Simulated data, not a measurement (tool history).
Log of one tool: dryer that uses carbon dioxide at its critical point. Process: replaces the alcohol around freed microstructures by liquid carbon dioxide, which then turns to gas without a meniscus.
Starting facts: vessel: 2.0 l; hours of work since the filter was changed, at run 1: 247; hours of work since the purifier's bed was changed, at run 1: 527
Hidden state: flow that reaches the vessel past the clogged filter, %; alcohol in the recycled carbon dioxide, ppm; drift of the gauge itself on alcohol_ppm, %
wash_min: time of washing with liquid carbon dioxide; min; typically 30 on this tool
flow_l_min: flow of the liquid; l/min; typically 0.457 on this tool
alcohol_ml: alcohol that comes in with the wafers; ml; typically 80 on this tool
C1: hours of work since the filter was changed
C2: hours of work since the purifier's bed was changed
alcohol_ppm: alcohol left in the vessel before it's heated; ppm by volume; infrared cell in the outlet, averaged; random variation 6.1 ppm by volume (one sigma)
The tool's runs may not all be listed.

Run 1, hour 0: usual settings; C1 247; C2 527. Result: alcohol_ppm 385 ppm by volume.
Run 2, hour 30: usual settings; C1 270; C2 550. Result: alcohol_ppm 402 ppm by volume.
Run 3, hour 66.1: usual settings; C1 298; C2 578. Result: alcohol_ppm 424 ppm by volume.
At hour 82.3: inlet filter changed.
Run 4, hour 88.8: usual settings; C1 5; C2 594. Result: alcohol_ppm 328 ppm by volume.
Run 5, hour 118.5: usual settings but wash_min 34 min; C1 28; C2 617. Result: alcohol_ppm 206 ppm by volume.
Run 6, hour 143.4: usual settings but wash_min 34 min, flow_l_min 0.547 l/min; C1 47; C2 636. Result: alcohol_ppm 120 ppm by volume.
Run 7, hour 180: usual settings; C1 74; C2 664. Result: alcohol_ppm 331 ppm by volume.
Run 8, hour 201.1: usual settings; C1 90; C2 680. Result: alcohol_ppm 353 ppm by volume.
At hour 211.2: purifier's bed changed.
Run 9, hour 236.6: usual settings but wash_min 25 min; C1 115; C2 19. Result: alcohol_ppm 622 ppm by volume.
Run 10, hour 273.5: usual settings but wash_min 25 min; C1 143; C2 47. Result: alcohol_ppm 636 ppm by volume.
Run 11, hour 306.6: usual settings but wash_min 46 min, flow_l_min 0.654 l/min; C1 169; C2 73. Result: alcohol_ppm 25 ppm by volume.
Run 12, hour 332.6: usual settings but wash_min 20 min, alcohol_ml 36 ml; C1 188; C2 92. Result: alcohol_ppm 697 ppm by volume.
Run 13, hour 366.6: usual settings but wash_min 24 min, flow_l_min 0.454 l/min, alcohol_ml 49 ml; C1 214; C2 118. Result: alcohol_ppm 520 ppm by volume.
Run 14, hour 394.8: usual settings but wash_min 24 min, flow_l_min 0.454 l/min, alcohol_ml 49 ml; C1 236; C2 140. Result: alcohol_ppm 521 ppm by volume.
Run 15, hour 414.5: usual settings but wash_min 19 min, alcohol_ml 29 ml; C1 251; C2 155. Result: alcohol_ppm 695 ppm by volume.
Run 16, hour 453.7: usual settings but wash_min 19 min, alcohol_ml 29 ml; C1 281; C2 185. Result: alcohol_ppm 713 ppm by volume.
Run 17, hour 474.3: usual settings but flow_l_min 0.513 l/min; C1 296; C2 200. Result: alcohol_ppm 218 ppm by volume.
At hour 493.6: inlet filter changed.
Run 18, hour 497.6: usual settings but flow_l_min 0.513 l/min; C1 3; C2 217. Result: alcohol_ppm 161 ppm by volume.
Run 19, hour 520: usual settings but flow_l_min 0.565 l/min, alcohol_ml 105 ml; C1 20; C2 234. Result: alcohol_ppm 133 ppm by volume.
Run 20, hour 545.1: usual settings but wash_min 22 min, flow_l_min 0.638 l/min; C1 39; C2 254. Result: alcohol_ppm 266 ppm by volume.

For each entry between runs, how does the tool's hidden state at the last listed run before it compare with that at the first listed run after it?
Between runs 3 and 4: inlet filter changed (hour 82.3)
  flow that reaches the vessel past the clogged filter, %: 93 -> 99.6; alcohol in the recycled carbon dioxide, ppm: 79.1 -> 81.2
  measured less the result without the state, alcohol_ppm: +181 -> +81 ppm by volume
Between runs 8 and 9: purifier's bed changed (hour 211.2)
  flow that reaches the vessel past the clogged filter, %: 97.9 -> 97.4; alcohol in the recycled carbon dioxide, ppm: 92.1 -> 8.4
  measured less the result without the state, alcohol_ppm: +113 -> +70 ppm by volume
Between runs 17 and 18: inlet filter changed (hour 493.6)
  flow that reaches the vessel past the clogged filter, %: 93.7 -> 99.5; alcohol in the recycled carbon dioxide, ppm: 32.3 -> 34.6
  measured less the result without the state, alcohol_ppm: +83 -> +33 ppm by volume
